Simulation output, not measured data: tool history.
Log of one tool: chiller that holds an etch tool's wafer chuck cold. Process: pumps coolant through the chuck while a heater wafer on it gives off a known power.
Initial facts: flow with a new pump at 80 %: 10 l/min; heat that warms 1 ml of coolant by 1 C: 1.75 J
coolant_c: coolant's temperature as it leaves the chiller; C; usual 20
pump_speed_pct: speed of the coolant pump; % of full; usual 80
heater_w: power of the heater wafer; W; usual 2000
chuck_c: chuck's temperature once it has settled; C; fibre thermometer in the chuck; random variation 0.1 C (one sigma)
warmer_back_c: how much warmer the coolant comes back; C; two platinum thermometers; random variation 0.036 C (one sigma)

Run 1, hour 0.0: usual settings. Result: chuck_c 36.1 C, warmer_back_c 6.85 C.
Run 2, hour 40.4: usual settings. Result: chuck_c 36.1 C, warmer_back_c 6.86 C.
Run 3, hour 78.6: usual settings but coolant_c 14 C. Result: chuck_c 29.9 C, warmer_back_c 6.89 C.
Run 4, hour 102.1: usual settings but coolant_c 14 C. Result: chuck_c 30.2 C, warmer_back_c 7.02 C.
Run 5, hour 144.7: usual settings. Result: chuck_c 36.2 C, warmer_back_c 6.84 C.
Run 6, hour 179.7: usual settings but pump_speed_pct 63 % of full. Result: chuck_c 38.9 C, warmer_back_c 8.87 C.
Run 7, hour 209.2: usual settings but coolant_c 17 C. Result: chuck_c 33.2 C, warmer_back_c 6.97 C.
Run 8, hour 231.6: usual settings but pump_speed_pct 79 % of full. Result: chuck_c 36.2 C, warmer_back_c 7.00 C.
Run 9, hour 262.1: usual settings but coolant_c 29 C. Result: chuck_c 45.1 C, warmer_back_c 6.88 C.
Run 10, hour 296.7: usual settings but coolant_c 29 C. Result: chuck_c 44.9 C, warmer_back_c 6.89 C.
Run 11, hour 320.3: usual settings but coolant_c 29 C. Result: chuck_c 45.1 C, warmer_back_c 6.97 C.
Run 12, hour 357.0: usual settings but coolant_c 29 C. Result: chuck_c 45.0 C, warmer_back_c 6.96 C.
Run 13, hour 378.1: usual settings but coolant_c 29 C. Result: chuck_c 45.2 C, warmer_back_c 6.99 C.
Run 14, hour 412.2: usual settings but coolant_c 29 C. Result: chuck_c 45.1 C, warmer_back_c 7.07 C.
Run 15, hour 434.9: usual settings but coolant_c 29 C. Result: chuck_c 45.0 C, warmer_back_c 6.98 C.
At hour 454.7: chiller's thermometer calibrated.
Run 16, hour 459.7: usual settings but coolant_c 29 C. Result: chuck_c 45.0 C, warmer_back_c 7.01 C.
Run 17, hour 499.9: usual settings but coolant_c 15 C, pump_speed_pct 61 % of full, heater_w 1848 W. Result: chuck_c 32.9 C, warmer_back_c 8.66 C.
Run 18, hour 540.2: usual settings but coolant_c 15 C, pump_speed_pct 61 % of full, heater_w 1848 W. Result: chuck_c 32.8 C, warmer_back_c 8.70 C.
At hour 571.4: gauge calibrated.
Run 19, hour 583.2: usual settings but pump_speed_pct 66 % of full, heater_w 1010 W. Result: chuck_c 29.3 C, warmer_back_c 4.23 C.
Run 20, hour 610.3: usual settings but coolant_c 24 C, pump_speed_pct 89 % of full, heater_w 1065 W. Result: chuck_c 32.0 C, warmer_back_c 3.25 C.
Run 21, hour 636.3: usual settings but heater_w 1992 W. Result: chuck_c 36.0 C, warmer_back_c 6.83 C.
Run 22, hour 678.9: usual settings but coolant_c 14 C, heater_w 1325 W. Result: chuck_c 24.7 C, warmer_back_c 4.56 C.
Run 23, hour 710.2: usual settings but heater_w 2415 W. Result: chuck_c 39.3 C, warmer_back_c 8.37 C.

Expected results for the next run?
Run 24, hour 731.6: usual settings but pump_speed_pct 67 % of full, heater_w 2415 W. Result: chuck_c ?, warmer_back_c ?.

{"run 24": {"chuck_c": 41.8, "warmer_back_c": 10.1}}
Take away the tool's hidden state, keep the run-to-run variation as it was, and the same run would have given chuck_c 41.8 C, warmer_back_c 10.04 C.
